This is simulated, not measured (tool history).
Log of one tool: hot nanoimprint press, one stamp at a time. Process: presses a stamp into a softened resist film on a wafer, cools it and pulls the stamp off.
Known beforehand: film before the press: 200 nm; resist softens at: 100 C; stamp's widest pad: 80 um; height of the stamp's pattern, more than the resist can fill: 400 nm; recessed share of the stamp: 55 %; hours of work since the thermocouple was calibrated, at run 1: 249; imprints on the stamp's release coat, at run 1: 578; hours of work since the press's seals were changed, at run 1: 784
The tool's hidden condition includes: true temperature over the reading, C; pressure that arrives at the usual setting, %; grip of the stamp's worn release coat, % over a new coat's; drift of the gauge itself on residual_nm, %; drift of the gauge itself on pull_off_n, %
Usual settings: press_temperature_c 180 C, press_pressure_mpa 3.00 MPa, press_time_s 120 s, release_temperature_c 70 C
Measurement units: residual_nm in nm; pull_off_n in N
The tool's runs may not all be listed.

run    hour  press_temperature_c  press_pressure_mpa  press_time_s  release_temperature_c  hours of work since the thermocouple was calibrated  imprints on the stamp's release coat  hours of work since the press's seals were changed  residual_nm  pull_off_n
  1     0.0                  180                3.00           120                     70                                                  249                                   578                                                 784        107.5         263
       66.2  -- press's hydraulic seals changed and the load cell set to zero
  2   103.0                  180                3.00           120                     70                                                  320                                   929                                                  28        106.3         279
  3   186.4                  180                3.00           120                     70                                                  383                                  1237                                                  90        108.7         318
  4   245.3                  180                3.00           120                     70                                                  427                                  1454                                                 134        109.3         336
      279.3  -- stamp cleaned and given a new release coat
      312.9  -- plate thermocouple calibrated
  5   349.9                  180                3.00           120                     70                                                   28                                   250                                                 206        102.9         241
  6   418.4                  180                3.00           120                     70                                                   79                                   503                                                 257        104.4         250
  7   469.2                  180                1.91           120                     70                                                  117                                   690                                                 295        121.7         277
  8   552.4                  180                1.91           120                     70                                                  180                                   997                                                 358        124.0         296
  9   655.4                  180                3.00           120                     70                                                  257                                  1377                                                 435        106.2         330
      711.4  -- stamp cleaned and given a new release coat
 10   711.4                  180                3.00           120                     70                                                  294                                     0                                                 473        107.8         227
 11   777.2                  180                3.00           120                     68                                                  344                                   243                                                 522        109.8         255
 12   862.6                  180                3.00           120                     70                                                  408                                   558                                                 586        110.7         263
 13   932.1                  184                3.00           120                     70                                                  460                                   814                                                 638         94.1         290
      951.1  -- plate thermocouple calibrated
 14   999.4                  184                3.00           120                     70                                                   36                                  1052                                                 686         90.3         296
 15  1075.0                  184                3.00           120                     70                                                   93                                  1331                                                 743         90.3         317
 16  1127.9                  173                4.65           120                     75                                                  133                                  1526                                                 783        118.3         293
     1139.3  -- stamp cleaned and given a new release coat
 17  1188.0                  188                4.65           161                     73                                                  173                                   180                                                 823         57.6         217
     1202.8  -- press's hydraulic seals changed and the load cell set to zero
 18  1239.4                  188                4.65           161                     73                                                  206                                   340                                                  27         56.6         234
 19  1286.5                  176                3.88           120                     70                                                  241                                   514                                                  63        109.9         259
 20  1335.6                  179                3.00           225                     70                                                  278                                   695                                                 100         87.7         278
 21  1430.4                  180                2.24           120                     76                                                  349                                  1045                                                 171        118.3         250
 22  1514.6                  180                2.24           120                     76                                                  412                                  1355                                                 234        121.4         282
     1572.7  -- stamp cleaned and given a new release coat
     1599.3  -- plate thermocouple calibrated
 23  1602.5                  180                1.92           177                     70                                                    2                                    99                                                 293        105.9         223
 24  1661.3                  180                1.92           161                     72                                                   46                                   316                                                 337        112.3         221
 25  1746.8                  180                1.92           161                     72                                                  111                                   631                                                 401        111.5         249
 26  1814.0                  180                4.13            74                     68                                                  161                                   880                                                 452        112.5         312
 27  1916.4                  180                4.13            74                     68                                                  238                                  1257                                                 528        115.1         325
     2001.9  -- stamp cleaned and given a new release coat
 28  2015.1                  171                3.00            87                     72                                                  307                                    48                                                 598        156.3         216
 29  2106.1                  171                3.00            87                     72                                                  375                                   384                                                 666        157.8         242

Take each entry between the runs: how does the hidden state at the last listed run before it differ from the hidden state at the first listed run after it?
Runs 1 to 2: press's hydraulic seals changed and the load cell set to zero (hour 66.2)
  true temperature over the reading, C: -0.84 -> -1.13; pressure that arrives at the usual setting, %: 94.88 -> 99.53; grip of the stamp's worn release coat, % over a new coat's: 18.6 -> 30.4
  measured minus no-state result, residual_nm: +5.3 -> +4.5 nm; pull_off_n: +45 -> +70 N
Runs 4 to 5: stamp cleaned and given a new release coat (hour 279.3); plate thermocouple calibrated (hour 312.9)
  true temperature over the reading, C: -1.58 -> -0.06; pressure that arrives at the usual setting, %: 98.67 -> 98.14; grip of the stamp's worn release coat, % over a new coat's: 48.6 -> 7.9
  measured minus no-state result, residual_nm: +6.6 -> +0.9 nm; pull_off_n: +117 -> +18 N
Runs 9 to 10: stamp cleaned and given a new release coat (hour 711.4)
  true temperature over the reading, C: -0.98 -> -1.14; pressure that arrives at the usual setting, %: 96.46 -> 96.16; grip of the stamp's worn release coat, % over a new coat's: 45.8 -> 0
  measured minus no-state result, residual_nm: +5.1 -> +5.8 nm; pull_off_n: +109 -> +6 N
Runs 13 to 14: plate thermocouple calibrated (hour 951.1)
  true temperature over the reading, C: -1.79 -> -0.08; pressure that arrives at the usual setting, %: 94.99 -> 94.59; grip of the stamp's worn release coat, % over a new coat's: 26.5 -> 34.6
  measured minus no-state result, residual_nm: +8.0 -> +2.3 nm; pull_off_n: +69 -> +76 N
Runs 16 to 17: stamp cleaned and given a new release coat (hour 1139.3)
  true temperature over the reading, C: -0.47 -> -0.64; pressure that arrives at the usual setting, %: 93.92 -> 93.65; grip of the stamp's worn release coat, % over a new coat's: 51.1 -> 5.7
  measured minus no-state result, residual_nm: +5.8 -> +4.2 nm; pull_off_n: +100 -> +14 N
Runs 17 to 18: press's hydraulic seals changed and the load cell set to zero (hour 1202.8)
  true temperature over the reading, C: -0.64 -> -0.77; pressure that arrives at the usual setting, %: 93.65 -> 100.44; grip of the stamp's worn release coat, % over a new coat's: 5.7 -> 10.8
  measured minus no-state result, residual_nm: +4.2 -> +1.6 nm; pull_off_n: +14 -> +26 N
Runs 22 to 23: stamp cleaned and given a new release coat (hour 1572.7); plate thermocouple calibrated (hour 1599.3)
  true temperature over the reading, C: -1.61 -> -0.39; pressure that arrives at the usual setting, %: 98.86 -> 98.46; grip of the stamp's worn release coat, % over a new coat's: 45.1 -> 3.1
  measured minus no-state result, residual_nm: +6.6 -> +1.9 nm; pull_off_n: +95 -> +8 N
Runs 27 to 28: stamp cleaned and given a new release coat (hour 2001.9)
  true temperature over the reading, C: -1.31 -> -1.58; pressure that arrives at the usual setting, %: 96.65 -> 96.11; grip of the stamp's worn release coat, % over a new coat's: 41.6 -> 1.5
  measured minus no-state result, residual_nm: +7.0 -> +7.0 nm; pull_off_n: +101 -> +10 N
